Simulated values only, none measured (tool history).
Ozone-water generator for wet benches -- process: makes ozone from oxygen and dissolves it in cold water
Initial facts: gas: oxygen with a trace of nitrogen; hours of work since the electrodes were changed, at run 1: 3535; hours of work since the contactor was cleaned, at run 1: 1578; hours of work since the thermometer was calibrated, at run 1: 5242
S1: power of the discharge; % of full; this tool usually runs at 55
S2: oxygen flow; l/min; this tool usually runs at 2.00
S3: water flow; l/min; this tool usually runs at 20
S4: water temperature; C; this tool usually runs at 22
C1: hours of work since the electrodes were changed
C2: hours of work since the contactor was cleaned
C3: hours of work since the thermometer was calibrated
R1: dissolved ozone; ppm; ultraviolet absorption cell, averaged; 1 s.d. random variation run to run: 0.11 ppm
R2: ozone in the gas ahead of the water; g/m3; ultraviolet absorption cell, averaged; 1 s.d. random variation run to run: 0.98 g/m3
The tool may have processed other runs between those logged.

Run 1, hour 0.0: usual settings; C1 3535; C2 1578; C3 5242. Result: R1 6.8 ppm, R2 145.9 g/m3.
Run 2, hour 81.7: usual settings but S2 1.05 l/min; C1 3608; C2 1651; C3 5315. Result: R1 6.2 ppm, R2 221.6 g/m3.
At hour 170.1: water thermometer calibrated.
Run 3, hour 171.5: usual settings but S4 14 C; C1 3688; C2 1730; C3 1. Result: R1 7.3 ppm, R2 144.3 g/m3.
Run 4, hour 273.6: usual settings but S1 97 % of full; C1 3779; C2 1822; C3 93. Result: R1 9.3 ppm, R2 198.3 g/m3.
Run 5, hour 398.1: usual settings but S1 97 % of full; C1 3890; C2 1933; C3 204. Result: R1 9.4 ppm, R2 197.3 g/m3.
Run 6, hour 491.0: usual settings but S1 97 % of full; C1 3974; C2 2016; C3 287. Result: R1 9.1 ppm, R2 196.6 g/m3.
Run 7, hour 614.4: usual settings; C1 4084; C2 2126; C3 397. Result: R1 6.5 ppm, R2 143.7 g/m3.
Run 8, hour 729.2: usual settings; C1 4187; C2 2229; C3 500. Result: R1 6.7 ppm, R2 142.7 g/m3.
Run 9, hour 833.5: usual settings; C1 4280; C2 2322; C3 593. Result: R1 6.6 ppm, R2 139.4 g/m3.
Run 10, hour 895.8: usual settings; C1 4335; C2 2378; C3 649. Result: R1 6.5 ppm, R2 141.0 g/m3.
Run 11, hour 952.6: usual settings; C1 4386; C2 2429; C3 700. Result: R1 6.5 ppm, R2 140.5 g/m3.
Run 12, hour 1015.2: usual settings; C1 4442; C2 2485; C3 756. Result: R1 6.5 ppm, R2 140.2 g/m3.
Run 13, hour 1120.6: usual settings; C1 4536; C2 2579; C3 850. Result: R1 6.4 ppm, R2 139.1 g/m3.
Run 14, hour 1195.3: usual settings; C1 4603; C2 2646; C3 917. Result: R1 6.5 ppm, R2 137.7 g/m3.
Run 15, hour 1280.8: usual settings; C1 4680; C2 2722; C3 993. Result: R1 6.4 ppm, R2 137.4 g/m3.
Run 16, hour 1383.5: usual settings but S1 74 % of full, S2 2.22 l/min, S4 28 C; C1 4772; C2 2814; C3 1085. Result: R1 7.0 ppm, R2 149.6 g/m3.
Run 17, hour 1472.5: usual settings but S1 67 % of full, S2 2.64 l/min, S3 31 l/min, S4 16 C; C1 4851; C2 2894; C3 1164. Result: R1 5.0 ppm, R2 126.9 g/m3.
Run 18, hour 1575.6: usual settings but S1 67 % of full, S2 2.64 l/min, S3 31 l/min, S4 16 C; C1 4943; C2 2986; C3 1257. Result: R1 5.1 ppm, R2 125.0 g/m3.
Run 19, hour 1653.6: usual settings but S1 67 % of full, S2 1.16 l/min, S3 31 l/min, S4 16 C; C1 5013; C2 3056; C3 1326. Result: R1 3.9 ppm, R2 214.8 g/m3.
Run 20, hour 1737.9: usual settings but S1 67 % of full, S2 2.29 l/min, S3 17 l/min, S4 16 C; C1 5088; C2 3131; C3 1402. Result: R1 8.6 ppm, R2 137.3 g/m3.
Run 21, hour 1832.8: usual settings but S1 67 % of full, S2 2.29 l/min, S3 17 l/min, S4 16 C; C1 5173; C2 3216; C3 1487. Result: R1 8.5 ppm, R2 133.8 g/m3.
Run 22, hour 1923.0: usual settings but S1 76 % of full, S2 1.15 l/min, S3 15 l/min, S4 23 C; C1 5254; C2 3296; C3 1567. Result: R1 9.0 ppm, R2 228.5 g/m3.
Run 23, hour 1980.5: usual settings but S1 76 % of full, S2 1.15 l/min, S3 15 l/min, S4 23 C; C1 5305; C2 3348; C3 1619. Result: R1 8.9 ppm, R2 226.9 g/m3.
Run 24, hour 2090.9: usual settings but S1 96 % of full, S3 28 l/min, S4 26 C; C1 5404; C2 3447; C3 1717. Result: R1 5.6 ppm, R2 175.1 g/m3.
Run 25, hour 2156.4: usual settings but S1 56 % of full, S3 24 l/min, S4 14 C; C1 5463; C2 3505; C3 1776. Result: R1 5.3 ppm, R2 132.7 g/m3.
Run 26, hour 2271.2: usual settings but S4 15 C; C1 5565; C2 3608; C3 1879. Result: R1 6.1 ppm, R2 131.6 g/m3.
Run 27, hour 2346.2: usual settings but S1 62 % of full, S4 15 C; C1 5632; C2 3675; C3 1946. Result: R1 6.7 ppm, R2 139.6 g/m3.
Run 28, hour 2409.0: usual settings but S1 43 % of full, S2 1.88 l/min, S4 18 C; C1 5688; C2 3731; C3 2002. Result: R1 5.3 ppm, R2 120.0 g/m3.
Run 29, hour 2488.2: usual settings but S1 76 % of full, S2 1.88 l/min, S3 24 l/min, S4 19 C; C1 5759; C2 3802; C3 2073. Result: R1 5.9 ppm, R2 158.1 g/m3.
Run 30, hour 2616.4: usual settings but S1 76 % of full, S2 1.88 l/min, S3 24 l/min, S4 19 C; C1 5874; C2 3916; C3 2187. Result: R1 5.7 ppm, R2 157.2 g/m3.

Selected run-to-run steps in R1, each split into two signed amounts: the part the tool would show with no hidden state at all (from settings, incoming material and random variation), and the remainder, which goes to the hidden state together with any gauge scatter not common to the measured and the hidden-state-free results:
Hidden state present: yield of the discharge, % of new electrodes'; contactor's efficiency, % of a clean one's; true water temperature over the reading, C; drift of the gauge itself on ozone_ppm, %; drift of the gauge itself on gas_g_m3, %.
Run 3 -> 4: S1 55 -> 97, S4 14 -> 22. R1 +2.0 ppm: hidden state -1.2, all else +3.2.
Run 6 -> 7: S1 97 -> 55. R1 -2.6 ppm: hidden state +1.4, all else -4.0.
Run 19 -> 20: S2 1.16 -> 2.29, S3 31 -> 17. R1 +4.7 ppm: hidden state -1.7, all else +6.4.
Run 23 -> 24: S1 76 -> 96, S2 1.15 -> 2.00, S3 15 -> 28, S4 23 -> 26. R1 -3.3 ppm: hidden state +1.0, all else -4.3.
